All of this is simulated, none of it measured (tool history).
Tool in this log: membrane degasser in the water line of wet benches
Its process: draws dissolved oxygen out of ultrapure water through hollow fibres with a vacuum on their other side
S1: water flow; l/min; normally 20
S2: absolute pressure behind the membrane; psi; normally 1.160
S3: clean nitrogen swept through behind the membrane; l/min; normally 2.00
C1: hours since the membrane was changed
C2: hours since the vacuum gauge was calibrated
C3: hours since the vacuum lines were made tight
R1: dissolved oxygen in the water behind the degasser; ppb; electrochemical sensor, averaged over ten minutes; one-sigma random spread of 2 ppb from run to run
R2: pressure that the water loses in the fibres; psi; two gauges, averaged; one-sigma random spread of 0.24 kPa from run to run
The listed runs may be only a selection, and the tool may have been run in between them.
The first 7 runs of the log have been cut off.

{"run": 8, "hour": 857.3, "S1": 12, "S2": 1.16, "S3": 2.0, "C1": 6584, "C2": 3859, "C3": 344, "R1": 94.4, "R2": 5.73}
{"run": 9, "hour": 1014.8, "S1": 20, "S2": 1.16, "S3": 2.0, "C1": 6741, "C2": 4017, "C3": 501, "R1": 216.7, "R2": 9.645}
{"hour": 1023.5, "done": "vacuum gauge calibrated"}
{"run": 10, "hour": 1134.0, "S1": 20, "S2": 1.16, "S3": 2.0, "C1": 6860, "C2": 111, "C3": 620, "R1": 222.9, "R2": 9.581}
{"run": 11, "hour": 1212.7, "S1": 20, "S2": 1.16, "S3": 2.0, "C1": 6939, "C2": 189, "C3": 698, "R1": 219.8, "R2": 9.58}
{"hour": 1317.7, "done": "vacuum gauge calibrated, once more"}
{"run": 12, "hour": 1380.4, "S1": 20, "S2": 1.16, "S3": 3.42, "C1": 7106, "C2": 63, "C3": 866, "R1": 171.9, "R2": 9.584}
{"run": 13, "hour": 1453.8, "S1": 20, "S2": 1.16, "S3": 3.42, "C1": 7179, "C2": 136, "C3": 939, "R1": 170.3, "R2": 9.606}
{"run": 14, "hour": 1571.0, "S1": 20, "S2": 1.571, "S3": 2.0, "C1": 7297, "C2": 253, "C3": 1056, "R1": 281.5, "R2": 9.673}
{"run": 15, "hour": 1702.1, "S1": 20, "S2": 1.571, "S3": 2.0, "C1": 7428, "C2": 384, "C3": 1187, "R1": 280.0, "R2": 9.699}
{"run": 16, "hour": 1808.1, "S1": 22, "S2": 1.16, "S3": 2.0, "C1": 7534, "C2": 490, "C3": 1293, "R1": 252.9, "R2": 10.631}
{"run": 17, "hour": 1879.9, "S1": 22, "S2": 1.16, "S3": 2.0, "C1": 7606, "C2": 562, "C3": 1365, "R1": 257.9, "R2": 10.576}
{"run": 18, "hour": 1985.8, "S1": 21, "S2": 0.763, "S3": 5.33, "C1": 7711, "C2": 668, "C3": 1471, "R1": 140.8, "R2": 10.148}
{"run": 19, "hour": 2142.0, "S1": 20, "S2": 1.53, "S3": 2.31, "C1": 7868, "C2": 824, "C3": 1627, "R1": 250.4, "R2": 9.712}

Forecast run 20:
{"run": 20, "hour": 2265.8, "S1": 27, "S2": 1.16, "S3": 5.48, "C1": 7991, "C2": 948, "C3": 1751, "R1": "?", "R2": "?"}

Run 20 gave R1 273.0 ppb, R2 13.061 psi.
Without the tool's hidden state the same run would have given R1 235.5 ppb, R2 12.422 psi.
